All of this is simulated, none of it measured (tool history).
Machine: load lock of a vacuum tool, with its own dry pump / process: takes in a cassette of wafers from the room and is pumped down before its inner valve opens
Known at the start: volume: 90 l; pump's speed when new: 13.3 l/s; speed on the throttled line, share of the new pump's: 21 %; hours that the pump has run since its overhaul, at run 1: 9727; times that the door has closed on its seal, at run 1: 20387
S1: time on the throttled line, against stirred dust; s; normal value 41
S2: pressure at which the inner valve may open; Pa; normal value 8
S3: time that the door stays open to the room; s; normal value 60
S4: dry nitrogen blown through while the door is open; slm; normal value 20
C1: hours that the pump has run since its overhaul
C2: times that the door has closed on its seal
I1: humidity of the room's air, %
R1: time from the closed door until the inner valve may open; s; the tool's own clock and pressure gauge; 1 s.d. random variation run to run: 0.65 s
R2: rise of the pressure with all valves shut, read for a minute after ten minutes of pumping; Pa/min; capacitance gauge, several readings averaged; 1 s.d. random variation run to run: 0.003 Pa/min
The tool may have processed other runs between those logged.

Run 1, day 0.000: usual settings; C1 9727; C2 20387; I1 45.8. Result: R1 100.2 s, R2 0.294 Pa/min.
Run 2, day 6.125: usual settings; C1 9874; C2 21116; I1 45.4. Result: R1 101.8 s, R2 0.299 Pa/min.
Run 3, day 15.917: usual settings; C1 10109; C2 22282; I1 46.4. Result: R1 99.8 s, R2 0.326 Pa/min.
Run 4, day 22.092: usual settings but S4 7 slm; C1 10257; C2 23017; I1 41.4. Result: R1 99.8 s, R2 0.344 Pa/min.
Run 5, day 31.838: usual settings but S2 13 Pa, S4 7 slm; C1 10491; C2 24177; I1 47.4. Result: R1 97.2 s, R2 0.383 Pa/min.
Run 6, day 37.800: usual settings but S2 13 Pa, S4 7 slm; C1 10634; C2 24887; I1 47.5. Result: R1 96.0 s, R2 0.395 Pa/min.
Run 7, day 44.458: usual settings but S2 13 Pa, S4 7 slm; C1 10794; C2 25679; I1 44.9. Result: R1 98.2 s, R2 0.400 Pa/min.
Run 8, day 54.383: usual settings; C1 11032; C2 26861; I1 44.9. Result: R1 100.8 s, R2 0.419 Pa/min.
Run 9, day 63.633: usual settings but S2 13 Pa; C1 11254; C2 27962; I1 42.6. Result: R1 97.3 s, R2 0.459 Pa/min.
Run 10, day 73.271: usual settings but S2 13 Pa; C1 11486; C2 29109; I1 42.9. Result: R1 97.6 s, R2 0.479 Pa/min.
Run 11, day 80.712: usual settings but S1 31 s, S2 12 Pa, S3 77 s, S4 32 slm; C1 11664; C2 29995; I1 46.8. Result: R1 90.3 s, R2 0.503 Pa/min.
Run 12, day 91.308: usual settings but S1 61 s, S2 11 Pa, S3 53 s, S4 27 slm; C1 11918; C2 31256; I1 43.8. Result: R1 114.4 s, R2 0.522 Pa/min.
Run 13, day 99.179: usual settings but S1 45 s, S2 11 Pa, S3 76 s, S4 18 slm; C1 12107; C2 32193; I1 45.9. Result: R1 101.8 s, R2 0.557 Pa/min.
At day 104.721: door's seal changed, seat wiped.
Run 14, day 110.604: usual settings but S1 45 s, S2 11 Pa, S3 76 s, S4 18 slm; C1 12380; C2 701; I1 43.5. Result: R1 101.8 s, R2 0.037 Pa/min.
Run 15, day 121.458: usual settings but S2 13 Pa; C1 12640; C2 1992; I1 44.7. Result: R1 98.2 s, R2 0.038 Pa/min.
Run 16, day 133.483: usual settings but S2 13 Pa; C1 12929; C2 3424; I1 43.6. Result: R1 98.7 s, R2 0.040 Pa/min.
Run 17, day 142.692: usual settings but S2 13 Pa; C1 13150; C2 4520; I1 44.3. Result: R1 97.9 s, R2 0.047 Pa/min.
Run 18, day 151.992: usual settings but S2 13 Pa, S3 62 s; C1 13373; C2 5627; I1 38.1. Result: R1 97.8 s, R2 0.056 Pa/min.
Run 19, day 161.312: usual settings but S1 21 s; C1 13597; C2 6737; I1 42.7. Result: R1 86.7 s, R2 0.076 Pa/min.

Some steps in R1 between neighbouring runs. How much of each would the tool show without its hidden state too (settings, what came in, random variation), and how much is left for the hidden state, with any gauge scatter that isn't in both results?
The hidden state here: pump's speed, % of a new pump's; leak at the door's seal, Pa l/s; drift of the gauge itself on ready_s, %; drift of the gauge itself on rise_pa_min, %.
Run 11 -> 12: S1 31 -> 61, S2 12 -> 11, S3 77 -> 53, S4 32 -> 27. R1 +24.1 s: hidden state -0.2, all else +24.3.
Run 18 -> 19: S1 41 -> 21, S2 13 -> 8, S3 62 -> 60. R1 -11.1 s: hidden state +0.8, all else -11.9.
